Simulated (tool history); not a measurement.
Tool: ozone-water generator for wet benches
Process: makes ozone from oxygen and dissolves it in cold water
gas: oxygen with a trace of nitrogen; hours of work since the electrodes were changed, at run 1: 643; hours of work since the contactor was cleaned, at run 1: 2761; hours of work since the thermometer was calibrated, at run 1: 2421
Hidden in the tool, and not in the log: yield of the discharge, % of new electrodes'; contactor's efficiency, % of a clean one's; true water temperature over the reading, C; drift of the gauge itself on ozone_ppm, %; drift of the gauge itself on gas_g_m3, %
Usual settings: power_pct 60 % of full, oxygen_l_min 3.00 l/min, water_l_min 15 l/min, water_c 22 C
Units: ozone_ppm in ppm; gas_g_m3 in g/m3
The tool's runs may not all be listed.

| run | hour | power_pct | oxygen_l_min | water_l_min | water_c | hours of work since the electrodes were changed | hours of work since the contactor was cleaned | hours of work since the thermometer was calibrated | ozone_ppm | gas_g_m3 |
|---|---|---|---|---|---|---|---|---|---|---|
| 1 | 0.0 | 60 | 3.00 | 15 | 22 | 643 | 2761 | 2421 | 18.0 | 215.6 |
| 2 | 178.5 | 60 | 3.00 | 15 | 22 | 755 | 2874 | 2534 | 17.9 | 214.0 |
| 3 | 272.9 | 60 | 3.00 | 13 | 22 | 815 | 2933 | 2593 | 20.0 | 216.6 |
| 4 | 425.2 | 60 | 3.00 | 13 | 22 | 911 | 3029 | 2689 | 19.8 | 213.5 |
| 5 | 557.4 | 60 | 3.00 | 15 | 22 | 994 | 3112 | 2773 | 17.9 | 214.2 |
| 6 | 717.5 | 60 | 3.00 | 15 | 22 | 1095 | 3213 | 2874 | 18.0 | 213.4 |
| 7 | 834.4 | 60 | 3.00 | 15 | 22 | 1168 | 3287 | 2947 | 17.6 | 213.5 |
| 8 | 1026.0 | 60 | 3.00 | 15 | 22 | 1289 | 3408 | 3068 | 17.6 | 213.6 |
| 9 | 1182.2 | 60 | 3.00 | 15 | 22 | 1388 | 3506 | 3166 | 17.8 | 212.7 |
| 10 | 1356.6 | 60 | 3.00 | 15 | 22 | 1497 | 3616 | 3276 | 17.6 | 210.8 |
| 11 | 1532.9 | 60 | 3.00 | 15 | 22 | 1609 | 3727 | 3387 | 17.4 | 211.1 |
| 12 | 1721.6 | 60 | 3.00 | 15 | 22 | 1727 | 3846 | 3506 | 17.6 | 212.7 |
| 13 | 1912.4 | 60 | 3.00 | 15 | 22 | 1848 | 3966 | 3626 | 17.4 | 213.9 |
| 14 | 2079.8 | 60 | 1.72 | 15 | 22 | 1953 | 4072 | 3732 | 15.3 | 262.5 |
|  | 2211.9 | water thermometer calibrated |
| 15 | 2267.8 | 63 | 1.72 | 15 | 22 | 2071 | 4190 | 35 | 15.7 | 277.2 |
| 16 | 2363.2 | 63 | 1.72 | 15 | 22 | 2131 | 4250 | 95 | 15.8 | 273.2 |
| 17 | 2457.3 | 63 | 1.72 | 15 | 22 | 2191 | 4309 | 155 | 16.0 | 275.7 |
| 18 | 2579.7 | 40 | 4.33 | 12 | 25 | 2268 | 4386 | 232 | 14.2 | 128.0 |
| 19 | 2718.2 | 40 | 4.33 | 12 | 25 | 2355 | 4473 | 319 | 14.1 | 126.4 |
| 20 | 2804.0 | 73 | 2.08 | 20 | 22 | 2409 | 4528 | 373 | 14.6 | 286.7 |
| 21 | 2983.2 | 60 | 3.06 | 15 | 19 | 2522 | 4640 | 486 | 18.1 | 206.0 |
| 22 | 3135.4 | 60 | 5.25 | 20 | 19 | 2618 | 4736 | 582 | 16.2 | 167.9 |
| 23 | 3230.0 | 71 | 2.43 | 21 | 24 | 2677 | 4796 | 641 | 14.2 | 263.6 |
| 24 | 3354.1 | 71 | 2.43 | 21 | 24 | 2756 | 4874 | 720 | 14.2 | 264.8 |
| 25 | 3445.8 | 47 | 2.46 | 20 | 21 | 2814 | 4932 | 777 | 10.3 | 182.6 |
| 26 | 3602.9 | 47 | 2.46 | 20 | 21 | 2912 | 5031 | 876 | 10.5 | 181.5 |
| 27 | 3801.6 | 47 | 2.46 | 20 | 21 | 3038 | 5156 | 1002 | 10.5 | 182.7 |
| 28 | 3947.5 | 45 | 3.00 | 15 | 22 | 3130 | 5248 | 1094 | 13.3 | 160.5 |
| 29 | 4053.6 | 45 | 3.00 | 10 | 19 | 3196 | 5315 | 1160 | 18.6 | 161.7 |
| 30 | 4138.6 | 60 | 1.52 | 15 | 22 | 3250 | 5368 | 1214 | 14.2 | 268.7 |
| 31 | 4256.3 | 71 | 1.51 | 10 | 28 | 3324 | 5443 | 1288 | 21.8 | 310.1 |
| 32 | 4368.6 | 60 | 3.00 | 20 | 22 | 3395 | 5513 | 1359 | 13.4 | 205.3 |
| 33 | 4565.1 | 60 | 3.00 | 20 | 22 | 3519 | 5637 | 1483 | 13.4 | 206.6 |

Forecast each of these 4 alternatives for the next run:
| A | 4682.6 | 94 | 2.56 | 15 | 22 | 3593 | 5711 | 1557 | ? | ? |
| B | 4682.6 | 83 | 3.00 | 15 | 22 | 3593 | 5711 | 1557 | ? | ? |
| C | 4682.6 | 51 | 3.00 | 15 | 16 | 3593 | 5711 | 1557 | ? | ? |
| D | 4682.6 | 75 | 1.98 | 17 | 22 | 3593 | 5711 | 1557 | ? | ? |

| run | ozone_ppm | gas_g_m3 |
|---|---|---|
| A | 23.8 | 321.1 |
| B | 22.3 | 269.9 |
| C | 15.9 | 178.9 |
| D | 16.5 | 292.2 |
Without the tool's hidden state the same runs would have given:
| run | ozone_ppm | gas_g_m3 |
|---|---|---|
| A | 26.9 | 351.4 |
| B | 25.1 | 293.3 |
| C | 17.2 | 188.3 |
| D | 18.4 | 315.3 |
